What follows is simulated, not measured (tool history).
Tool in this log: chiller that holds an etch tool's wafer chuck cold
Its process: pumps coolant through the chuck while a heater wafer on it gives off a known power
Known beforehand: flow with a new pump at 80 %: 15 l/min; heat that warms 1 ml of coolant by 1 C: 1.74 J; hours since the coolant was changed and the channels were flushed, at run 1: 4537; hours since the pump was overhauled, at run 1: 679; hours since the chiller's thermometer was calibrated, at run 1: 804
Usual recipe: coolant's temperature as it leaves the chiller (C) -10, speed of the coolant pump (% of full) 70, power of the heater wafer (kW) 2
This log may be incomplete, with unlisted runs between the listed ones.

run   hour  coolant's temperature as it leaves the chiller (C)  speed of the coolant pump (% of full)  power of the heater wafer (kW)  hours since the coolant was changed and the channels were flushed  hours since the pump was overhauled  hours since the chiller's thermometer was calibrated  chuck's temperature once it has settled (C)  how much warmer the coolant comes back (C)
  1      0                                                 -10                                     70                               2                                                               4537                                  679                                                   804                                          6.3                                        5.26
  2   36.4                                                 -10                                     70                               2                                                               4573                                  716                                                   840                                          6.3                                        5.23
  3   78.8                                                 -10                                     70                               2                                                               4616                                  758                                                   882                                          6.3                                        5.22
  4  115.6                                                 -10                                     70                               2                                                               4652                                  795                                                   919                                          6.3                                        5.28
  5  155.1                                                 -10                                     70                               2                                                               4692                                  834                                                   959                                          6.4                                        5.23
  6  194.5                                                 -10                                     70                               2                                                               4731                                  874                                                   998                                          6.3                                        5.19
  7  220.1                                                 -10                                     70                               2                                                               4757                                  899                                                  1024                                          6.4                                        5.22
  8  259.3                                                 -10                                     70                               2                                                               4796                                  939                                                  1063                                          6.4                                        5.23
  9  290.1                                                 -10                                     73                               2                                                               4827                                  969                                                  1094                                          5.9                                        5.05
 10  334.7                                                  -2                                     70                               2                                                               4872                                 1014                                                  1138                                         14.4                                        5.24
 11  374.3                                                 -16                                     70                               2                                                               4911                                 1054                                                  1178                                          0.4                                        5.26
 12  398.9                                                 -16                                     70                           2.791                                                               4936                                 1078                                                  1203                                          6.9                                        7.35
 13  421.7                                                 -10                                     84                               2                                                               4959                                 1101                                                  1225                                          4.4                                        4.45
 14  449.2                                                 -10                                     70                           1.403                                                               4986                                 1128                                                  1253                                          1.3                                         3.7
 15    484                                                  -7                                     68                           1.403                                                               5021                                 1163                                                  1288                                          4.7                                        3.85
 16  512.8                                                 -10                                     70                           2.331                                                               5050                                 1192                                                  1317                                            9                                        6.13

Run 17 has not been measured yet. What should we expect?
 17  558.3                                                 -11                                     84                           2.076                                                               5095                                 1238                                                  1362                                            ?                                           ?

{"run 17": {"chuck's temperature once it has settled (C)": 4, "how much warmer the coolant comes back (C)": 4.55}}
Take away the tool's hidden state, keep the run-to-run variation as it was, and the same run would have given chuck's temperature once it has settled (C) 3.3, how much warmer the coolant comes back (C) 4.54.

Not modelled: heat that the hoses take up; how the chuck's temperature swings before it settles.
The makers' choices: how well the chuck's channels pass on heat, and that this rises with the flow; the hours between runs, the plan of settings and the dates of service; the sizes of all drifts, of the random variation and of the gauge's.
